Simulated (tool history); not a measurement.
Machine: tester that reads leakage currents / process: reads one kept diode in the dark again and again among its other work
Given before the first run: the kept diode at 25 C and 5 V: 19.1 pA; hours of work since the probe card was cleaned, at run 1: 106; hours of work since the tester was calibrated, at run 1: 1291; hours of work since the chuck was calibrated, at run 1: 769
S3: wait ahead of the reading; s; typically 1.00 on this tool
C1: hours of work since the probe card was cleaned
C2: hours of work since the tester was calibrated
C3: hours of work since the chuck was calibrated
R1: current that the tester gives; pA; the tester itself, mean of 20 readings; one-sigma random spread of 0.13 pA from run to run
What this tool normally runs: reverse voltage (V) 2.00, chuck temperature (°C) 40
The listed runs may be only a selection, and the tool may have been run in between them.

run 1 hour=0.0 | reverse_voltage_(V)=2.00 chuck_temperature_(°C)=40 S3=1.00 | C1=106 C2=1291 C3=769 | R1=40.94
run 2 hour=148.8 | reverse_voltage_(V)=2.00 chuck_temperature_(°C)=40 S3=8.40 | C1=176 C2=1362 C3=840 | R1=40.62
run 3 hour=260.2 | reverse_voltage_(V)=2.00 chuck_temperature_(°C)=40 S3=8.40 | C1=229 C2=1414 C3=892 | R1=40.65
run 4 hour=357.9 | reverse_voltage_(V)=2.00 chuck_temperature_(°C)=33 S3=1.00 | C1=275 C2=1461 C3=939 | R1=23.22
run 5 hour=453.4 | reverse_voltage_(V)=2.00 chuck_temperature_(°C)=33 S3=1.00 | C1=321 C2=1506 C3=984 | R1=23.18
run 6 hour=560.8 | reverse_voltage_(V)=2.00 chuck_temperature_(°C)=33 S3=1.00 | C1=372 C2=1557 C3=1035 | R1=23.07
run 7 hour=728.9 | reverse_voltage_(V)=2.00 chuck_temperature_(°C)=33 S3=1.00 | C1=451 C2=1637 C3=1115 | R1=23.06
run 8 hour=909.9 | reverse_voltage_(V)=2.00 chuck_temperature_(°C)=33 S3=1.00 | C1=537 C2=1722 C3=1200 | R1=23.03
run 9 hour=1067.4 | reverse_voltage_(V)=2.00 chuck_temperature_(°C)=33 S3=1.00 | C1=612 C2=1797 C3=1275 | R1=23.12
-- hour=1159.4 chuck's temperature calibrated
run 10 hour=1170.8 | reverse_voltage_(V)=2.00 chuck_temperature_(°C)=33 S3=1.00 | C1=660 C2=1845 C3=5 | R1=23.25
run 11 hour=1251.6 | reverse_voltage_(V)=2.00 chuck_temperature_(°C)=33 S3=1.00 | C1=698 C2=1883 C3=44 | R1=23.32
run 12 hour=1429.4 | reverse_voltage_(V)=1.09 chuck_temperature_(°C)=40 S3=1.00 | C1=782 C2=1968 C3=128 | R1=28.59
run 13 hour=1612.5 | reverse_voltage_(V)=1.09 chuck_temperature_(°C)=40 S3=1.00 | C1=869 C2=2054 C3=215 | R1=28.61
run 14 hour=1720.2 | reverse_voltage_(V)=2.00 chuck_temperature_(°C)=40 S3=1.00 | C1=920 C2=2105 C3=266 | R1=41.13
run 15 hour=1891.2 | reverse_voltage_(V)=2.00 chuck_temperature_(°C)=36 S3=1.00 | C1=1001 C2=2186 C3=347 | R1=29.64
run 16 hour=2066.6 | reverse_voltage_(V)=2.00 chuck_temperature_(°C)=36 S3=1.00 | C1=1084 C2=2270 C3=430 | R1=29.64
run 17 hour=2230.6 | reverse_voltage_(V)=2.00 chuck_temperature_(°C)=40 S3=1.00 | C1=1162 C2=2347 C3=508 | R1=41.14
-- hour=2271.0 tester calibrated
run 18 hour=2351.9 | reverse_voltage_(V)=2.00 chuck_temperature_(°C)=40 S3=1.00 | C1=1219 C2=38 C3=564 | R1=41.08
run 19 hour=2454.0 | reverse_voltage_(V)=2.00 chuck_temperature_(°C)=40 S3=1.00 | C1=1267 C2=87 C3=613 | R1=41.11
run 20 hour=2609.6 | reverse_voltage_(V)=2.00 chuck_temperature_(°C)=40 S3=1.00 | C1=1341 C2=160 C3=686 | R1=41.21
run 21 hour=2719.8 | reverse_voltage_(V)=2.00 chuck_temperature_(°C)=52 S3=1.00 | C1=1393 C2=213 C3=739 | R1=105.20
run 22 hour=2889.2 | reverse_voltage_(V)=7.73 chuck_temperature_(°C)=54 S3=1.00 | C1=1473 C2=293 C3=819 | R1=269.71
run 23 hour=3011.7 | reverse_voltage_(V)=3.47 chuck_temperature_(°C)=54 S3=5.04 | C1=1531 C2=351 C3=877 | R1=167.66
run 24 hour=3139.3 | reverse_voltage_(V)=4.15 chuck_temperature_(°C)=35 S3=1.00 | C1=1592 C2=412 C3=937 | R1=42.27
run 25 hour=3300.7 | reverse_voltage_(V)=4.15 chuck_temperature_(°C)=26 S3=1.00 | C1=1668 C2=488 C3=1014 | R1=20.13
run 26 hour=3430.3 | reverse_voltage_(V)=4.62 chuck_temperature_(°C)=20 S3=1.00 | C1=1730 C2=549 C3=1075 | R1=12.94
-- hour=3487.8 probe card cleaned and baked
run 27 hour=3617.4 | reverse_voltage_(V)=15.29 chuck_temperature_(°C)=42 S3=0.62 | C1=61 C2=637 C3=1163 | R1=163.98
run 28 hour=3788.1 | reverse_voltage_(V)=15.29 chuck_temperature_(°C)=42 S3=0.62 | C1=142 C2=718 C3=1243 | R1=164.11
run 29 hour=3892.8 | reverse_voltage_(V)=7.44 chuck_temperature_(°C)=28 S3=6.13 | C1=192 C2=767 C3=1293 | R1=32.00
-- hour=3944.3 chuck's temperature calibrated
run 30 hour=3992.1 | reverse_voltage_(V)=7.44 chuck_temperature_(°C)=28 S3=6.13 | C1=238 C2=813 C3=23 | R1=32.13
run 31 hour=4075.6 | reverse_voltage_(V)=7.44 chuck_temperature_(°C)=28 S3=6.13 | C1=278 C2=853 C3=62 | R1=32.31
run 32 hour=4218.0 | reverse_voltage_(V)=7.44 chuck_temperature_(°C)=28 S3=6.13 | C1=345 C2=920 C3=130 | R1=32.14
run 33 hour=4307.2 | reverse_voltage_(V)=7.56 chuck_temperature_(°C)=40 S3=3.40 | C1=387 C2=963 C3=172 | R1=89.46
run 34 hour=4396.3 | reverse_voltage_(V)=4.10 chuck_temperature_(°C)=50 S3=3.40 | C1=430 C2=1005 C3=214 | R1=136.48
run 35 hour=4482.2 | reverse_voltage_(V)=14.99 chuck_temperature_(°C)=29 S3=3.40 | C1=470 C2=1046 C3=255 | R1=53.48
run 36 hour=4669.8 | reverse_voltage_(V)=14.99 chuck_temperature_(°C)=29 S3=3.40 | C1=559 C2=1135 C3=344 | R1=53.61
run 37 hour=4829.2 | reverse_voltage_(V)=2.66 chuck_temperature_(°C)=40 S3=9.57 | C1=635 C2=1210 C3=419 | R1=48.13
run 38 hour=4949.1 | reverse_voltage_(V)=2.00 chuck_temperature_(°C)=58 S3=7.52 | C1=692 C2=1267 C3=476 | R1=162.90
run 39 hour=5052.8 | reverse_voltage_(V)=2.00 chuck_temperature_(°C)=58 S3=0.41 | C1=741 C2=1316 C3=525 | R1=164.18
run 40 hour=5167.9 | reverse_voltage_(V)=5.12 chuck_temperature_(°C)=24 S3=1.00 | C1=795 C2=1371 C3=580 | R1=19.21

Results for each run, recomputed without the tool's hidden state and with each run's random variation untouched:
The tool's hidden condition here consists of: stray current of the dirty probe card, pA a volt; current scale over the true one, %; true chuck temperature over the reading, C; drift of the gauge itself on leakage_pa, %.
run=1 R1=40.92
run=2 R1=40.61
run=3 R1=40.63
run=4 R1=23.21
run=5 R1=23.17
run=6 R1=23.06
run=7 R1=23.04
run=8 R1=23.01
run=9 R1=23.10
run=10 R1=23.24
run=11 R1=23.31
run=12 R1=28.58
run=13 R1=28.60
run=14 R1=41.11
run=15 R1=29.62
run=16 R1=29.62
run=17 R1=41.11
run=18 R1=41.05
run=19 R1=41.08
run=20 R1=41.18
run=21 R1=105.16
run=22 R1=269.55
run=23 R1=167.57
run=24 R1=42.20
run=25 R1=20.07
run=26 R1=12.87
run=27 R1=163.91
run=28 R1=164.03
run=29 R1=31.97
run=30 R1=32.11
run=31 R1=32.29
run=32 R1=32.12
run=33 R1=89.43
run=34 R1=136.45
run=35 R1=53.42
run=36 R1=53.53
run=37 R1=48.10
run=38 R1=162.86
run=39 R1=164.13
run=40 R1=19.17
